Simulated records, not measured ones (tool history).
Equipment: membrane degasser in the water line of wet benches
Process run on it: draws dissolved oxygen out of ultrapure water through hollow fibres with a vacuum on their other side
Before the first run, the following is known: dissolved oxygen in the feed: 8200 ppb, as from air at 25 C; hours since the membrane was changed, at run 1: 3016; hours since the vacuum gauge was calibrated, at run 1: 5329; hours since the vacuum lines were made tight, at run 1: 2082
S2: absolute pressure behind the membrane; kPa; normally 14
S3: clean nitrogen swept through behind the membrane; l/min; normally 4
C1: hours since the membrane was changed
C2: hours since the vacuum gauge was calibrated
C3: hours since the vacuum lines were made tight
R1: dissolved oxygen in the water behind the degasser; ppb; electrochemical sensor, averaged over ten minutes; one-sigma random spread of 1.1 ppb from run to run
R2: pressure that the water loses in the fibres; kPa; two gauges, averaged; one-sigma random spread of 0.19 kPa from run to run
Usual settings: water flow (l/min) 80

{"run": 1, "hour": 0.0, "water flow (l/min)": 80, "S2": 14, "S3": 4, "C1": 3016, "C2": 5329, "C3": 2082, "R1": 473.9, "R2": 39.43}
{"run": 2, "hour": 85.9, "water flow (l/min)": 80, "S2": 14, "S3": 4, "C1": 3102, "C2": 5415, "C3": 2168, "R1": 472.8, "R2": 39.53}
{"run": 3, "hour": 152.8, "water flow (l/min)": 80, "S2": 14, "S3": 4.8, "C1": 3169, "C2": 5482, "C3": 2235, "R1": 405.5, "R2": 39.24}
{"run": 4, "hour": 234.7, "water flow (l/min)": 80, "S2": 20.4, "S3": 4, "C1": 3251, "C2": 5564, "C3": 2317, "R1": 720.9, "R2": 39.52}
{"run": 5, "hour": 289.1, "water flow (l/min)": 80, "S2": 20.4, "S3": 4, "C1": 3306, "C2": 5618, "C3": 2371, "R1": 723.7, "R2": 38.96}
{"run": 6, "hour": 382.2, "water flow (l/min)": 80, "S2": 34.7, "S3": 4, "C1": 3399, "C2": 5712, "C3": 2464, "R1": 1228.2, "R2": 39.34}
{"run": 7, "hour": 477.3, "water flow (l/min)": 80, "S2": 34.7, "S3": 4, "C1": 3494, "C2": 5807, "C3": 2559, "R1": 1232.6, "R2": 39.31}
{"run": 8, "hour": 563.7, "water flow (l/min)": 80, "S2": 34.7, "S3": 4, "C1": 3580, "C2": 5893, "C3": 2646, "R1": 1235.3, "R2": 39.86}
{"run": 9, "hour": 611.7, "water flow (l/min)": 80, "S2": 34.7, "S3": 1.69, "C1": 3628, "C2": 5941, "C3": 2694, "R1": 2255.8, "R2": 39.54}
{"run": 10, "hour": 654.2, "water flow (l/min)": 80, "S2": 10.8, "S3": 1.69, "C1": 3671, "C2": 5984, "C3": 2736, "R1": 673.3, "R2": 39.75}
{"run": 11, "hour": 703.1, "water flow (l/min)": 80, "S2": 14, "S3": 4, "C1": 3719, "C2": 6032, "C3": 2785, "R1": 472.8, "R2": 39.62}
{"run": 12, "hour": 773.7, "water flow (l/min)": 80, "S2": 14, "S3": 4, "C1": 3790, "C2": 6103, "C3": 2856, "R1": 473.2, "R2": 39.27}
{"run": 13, "hour": 852.0, "water flow (l/min)": 80, "S2": 14, "S3": 4, "C1": 3868, "C2": 6181, "C3": 2934, "R1": 473.9, "R2": 39.53}
{"run": 14, "hour": 923.2, "water flow (l/min)": 80, "S2": 14, "S3": 5.62, "C1": 3940, "C2": 6253, "C3": 3005, "R1": 353.4, "R2": 39.41}
{"run": 15, "hour": 987.7, "water flow (l/min)": 80, "S2": 14, "S3": 5.62, "C1": 4004, "C2": 6317, "C3": 3070, "R1": 356.7, "R2": 39.87}
{"run": 16, "hour": 1046.2, "water flow (l/min)": 80, "S2": 14, "S3": 4, "C1": 4063, "C2": 6376, "C3": 3128, "R1": 474.7, "R2": 39.77}
{"run": 17, "hour": 1115.5, "water flow (l/min)": 80, "S2": 14, "S3": 4, "C1": 4132, "C2": 6445, "C3": 3197, "R1": 474.4, "R2": 39.68}
{"run": 18, "hour": 1211.7, "water flow (l/min)": 122, "S2": 14, "S3": 1.65, "C1": 4228, "C2": 6541, "C3": 3294, "R1": 1265.9, "R2": 60.63}
{"run": 19, "hour": 1293.3, "water flow (l/min)": 122, "S2": 14, "S3": 1.65, "C1": 4310, "C2": 6623, "C3": 3375, "R1": 1268.3, "R2": 60.45}
{"hour": 1298.0, "done": "vacuum gauge calibrated"}
{"run": 20, "hour": 1375.6, "water flow (l/min)": 122, "S2": 14, "S3": 1.65, "C1": 4392, "C2": 78, "C3": 3457, "R1": 1284.4, "R2": 60.53}
{"run": 21, "hour": 1452.4, "water flow (l/min)": 120, "S2": 14, "S3": 1.65, "C1": 4468, "C2": 154, "C3": 3534, "R1": 1265.6, "R2": 59.18}
{"run": 22, "hour": 1502.9, "water flow (l/min)": 114, "S2": 16.6, "S3": 3.4, "C1": 4519, "C2": 205, "C3": 3584, "R1": 890.7, "R2": 56.33}
{"run": 23, "hour": 1553.5, "water flow (l/min)": 101, "S2": 28.4, "S3": 3.4, "C1": 4569, "C2": 255, "C3": 3635, "R1": 1385, "R2": 50.21}
{"hour": 1592.4, "done": "vacuum gauge calibrated, once more"}
{"run": 24, "hour": 1609.1, "water flow (l/min)": 80, "S2": 14, "S3": 8.04, "C1": 4624, "C2": 17, "C3": 3690, "R1": 255.8, "R2": 39.63}
{"run": 25, "hour": 1659.1, "water flow (l/min)": 71, "S2": 17.1, "S3": 7.33, "C1": 4675, "C2": 67, "C3": 3740, "R1": 312.8, "R2": 35.33}
{"run": 26, "hour": 1739.8, "water flow (l/min)": 71, "S2": 17.1, "S3": 7.33, "C1": 4755, "C2": 147, "C3": 3821, "R1": 312.7, "R2": 35.53}
{"run": 27, "hour": 1789.5, "water flow (l/min)": 71, "S2": 17.1, "S3": 7.33, "C1": 4805, "C2": 197, "C3": 3870, "R1": 312.7, "R2": 35.35}
{"run": 28, "hour": 1847.1, "water flow (l/min)": 88, "S2": 8.9, "S3": 4.55, "C1": 4862, "C2": 255, "C3": 3928, "R1": 251, "R2": 43.99}
{"run": 29, "hour": 1917.7, "water flow (l/min)": 80, "S2": 14, "S3": 2.59, "C1": 4933, "C2": 325, "C3": 3999, "R1": 662.9, "R2": 39.65}
{"run": 30, "hour": 1981.5, "water flow (l/min)": 80, "S2": 14, "S3": 1.64, "C1": 4997, "C2": 389, "C3": 4062, "R1": 924.6, "R2": 39.84}
{"run": 31, "hour": 2041.1, "water flow (l/min)": 80, "S2": 10.1, "S3": 4, "C1": 5057, "C2": 449, "C3": 4122, "R1": 307, "R2": 40.3}
{"run": 32, "hour": 2111.1, "water flow (l/min)": 64, "S2": 14, "S3": 8.06, "C1": 5126, "C2": 519, "C3": 4192, "R1": 204.5, "R2": 31.94}
{"run": 33, "hour": 2172.8, "water flow (l/min)": 85, "S2": 18.4, "S3": 2.34, "C1": 5188, "C2": 580, "C3": 4254, "R1": 1019.7, "R2": 42.52}

Alternative continuations, all from the tool just after run 33; predict every row:
{"run": "A", "hour": 2212.5, "water flow (l/min)": 80, "S2": 16.1, "S3": 4, "C1": 5228, "C2": 620, "C3": 4293, "R1": "?", "R2": "?"}
{"run": "B", "hour": 2212.5, "water flow (l/min)": 114, "S2": 14.4, "S3": 3.82, "C1": 5228, "C2": 620, "C3": 4293, "R1": "?", "R2": "?"}
{"run": "C", "hour": 2212.5, "water flow (l/min)": 99, "S2": 14, "S3": 4, "C1": 5228, "C2": 620, "C3": 4293, "R1": "?", "R2": "?"}

run=A R1=551.2 R2=40.05
run=B R1=684.5 R2=56.76
run=C R1=561.6 R2=49.31
What these runs would have given with no unlogged condition in the tool:
run=A R1=548.1 R2=38.71
run=B R1=678.9 R2=54.84
run=C R1=557.3 R2=47.64

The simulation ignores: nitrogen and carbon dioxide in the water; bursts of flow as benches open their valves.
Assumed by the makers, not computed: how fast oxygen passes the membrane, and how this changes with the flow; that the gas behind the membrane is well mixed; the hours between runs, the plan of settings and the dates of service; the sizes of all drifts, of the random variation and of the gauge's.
